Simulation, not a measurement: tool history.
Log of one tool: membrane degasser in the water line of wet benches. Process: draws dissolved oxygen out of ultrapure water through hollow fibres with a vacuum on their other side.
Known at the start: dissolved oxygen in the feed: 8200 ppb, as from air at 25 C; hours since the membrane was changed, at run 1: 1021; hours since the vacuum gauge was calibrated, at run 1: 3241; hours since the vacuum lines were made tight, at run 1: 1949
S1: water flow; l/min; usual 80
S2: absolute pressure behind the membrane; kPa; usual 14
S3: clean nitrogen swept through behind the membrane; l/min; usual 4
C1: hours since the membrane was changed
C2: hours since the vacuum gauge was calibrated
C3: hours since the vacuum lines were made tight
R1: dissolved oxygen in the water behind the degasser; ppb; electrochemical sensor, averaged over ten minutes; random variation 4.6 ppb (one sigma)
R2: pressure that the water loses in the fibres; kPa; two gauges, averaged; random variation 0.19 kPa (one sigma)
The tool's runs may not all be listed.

| run | hour | S1 | S2 | S3 | C1 | C2 | C3 | R1 | R2 |
|---|---|---|---|---|---|---|---|---|---|
| 1 | 0 | 80 | 14 | 4 | 1021 | 3241 | 1949 | 580.9 | 38.22 |
| 2 | 72.5 | 80 | 14 | 4 | 1094 | 3313 | 2021 | 580.8 | 37.96 |
| 3 | 140.7 | 80 | 14 | 4 | 1162 | 3381 | 2090 | 579.8 | 37.74 |
| 4 | 213.9 | 80 | 14 | 4 | 1235 | 3455 | 2163 | 584.1 | 38.03 |
| 5 | 263 | 80 | 14 | 4 | 1284 | 3504 | 2212 | 589.9 | 37.89 |
| 6 | 312.5 | 80 | 14 | 4 | 1334 | 3553 | 2261 | 583.6 | 37.84 |
| 7 | 375.1 | 80 | 14 | 4 | 1396 | 3616 | 2324 | 582.1 | 38.06 |
| 8 | 413.9 | 80 | 14 | 4 | 1435 | 3655 | 2363 | 587.8 | 37.82 |
| 9 | 471.5 | 80 | 14 | 4 | 1493 | 3712 | 2420 | 578.3 | 37.93 |
| 10 | 527.9 | 80 | 14 | 4 | 1549 | 3769 | 2477 | 593.7 | 37.88 |
| 11 | 574.9 | 80 | 14 | 11.01 | 1596 | 3816 | 2524 | 311 | 37.88 |
| 12 | 615.9 | 80 | 14 | 11.01 | 1637 | 3857 | 2565 | 314.7 | 37.95 |
| 13 | 679.2 | 80 | 14 | 11.01 | 1700 | 3920 | 2628 | 314.8 | 38.23 |
| 14 | 751.7 | 49 | 14 | 4 | 1773 | 3992 | 2701 | 327.9 | 23.66 |
| 15 | 796.4 | 49 | 14 | 2.12 | 1818 | 4037 | 2745 | 556.2 | 23.37 |
| 16 | 848.8 | 70 | 14 | 8.07 | 1870 | 4089 | 2798 | 309.5 | 33.21 |
| 17 | 923.1 | 70 | 14 | 8.07 | 1944 | 4164 | 2872 | 305.3 | 33.37 |
| 18 | 959.8 | 53 | 13.4 | 1.84 | 1981 | 4200 | 2909 | 626.6 | 25.4 |
| 19 | 999.2 | 123 | 15 | 4 | 2020 | 4240 | 2948 | 1032.8 | 58.79 |
| 20 | 1077.5 | 123 | 15 | 4 | 2099 | 4318 | 3026 | 1037 | 58.39 |
| 21 | 1121 | 60 | 15 | 1.88 | 2142 | 4362 | 3070 | 789.1 | 28.72 |
| 22 | 1195.6 | 92 | 16.3 | 3.99 | 2217 | 4436 | 3145 | 804.4 | 43.85 |
| 23 | 1228.9 | 81 | 34.7 | 3.99 | 2250 | 4470 | 3178 | 1345.9 | 38.68 |
| 24 | 1297 | 81 | 34.7 | 3.99 | 2318 | 4538 | 3246 | 1349.8 | 38.48 |
| 25 | 1372.2 | 80 | 10.6 | 3.75 | 2393 | 4613 | 3321 | 476.3 | 37.9 |
| 26 | 1443.1 | 80 | 10.6 | 3.75 | 2464 | 4684 | 3392 | 470.2 | 38.48 |
| 27 | 1479.5 | 72 | 30.6 | 5.64 | 2501 | 4720 | 3428 | 844.4 | 34.59 |
| 28 | 1524 | 99 | 23.5 | 4 | 2545 | 4765 | 3473 | 1174.3 | 47.78 |
| 29 | 1575.3 | 95 | 14 | 1.89 | 2596 | 4816 | 3524 | 1138.6 | 45.86 |

Forecast each of these 4 alternatives for the next run:
| A | 1653.8 | 80 | 16.7 | 5.87 | 2675 | 4895 | 3603 | ? | ? |
| B | 1653.8 | 51 | 9.4 | 3.42 | 2675 | 4895 | 3603 | ? | ? |
| C | 1653.8 | 80 | 14 | 2.65 | 2675 | 4895 | 3603 | ? | ? |
| D | 1653.8 | 64 | 21.4 | 4 | 2675 | 4895 | 3603 | ? | ? |

| run | R1 | R2 |
|---|---|---|
| A | 531.8 | 38.07 |
| B | 246.2 | 24.35 |
| C | 771.8 | 37.94 |
| D | 684.9 | 30.79 |
Without the tool's hidden state the same runs would have given:
| run | R1 | R2 |
|---|---|---|
| A | 512.3 | 37.17 |
| B | 233.6 | 23.78 |
| C | 747 | 37.05 |
| D | 668.3 | 30.07 |

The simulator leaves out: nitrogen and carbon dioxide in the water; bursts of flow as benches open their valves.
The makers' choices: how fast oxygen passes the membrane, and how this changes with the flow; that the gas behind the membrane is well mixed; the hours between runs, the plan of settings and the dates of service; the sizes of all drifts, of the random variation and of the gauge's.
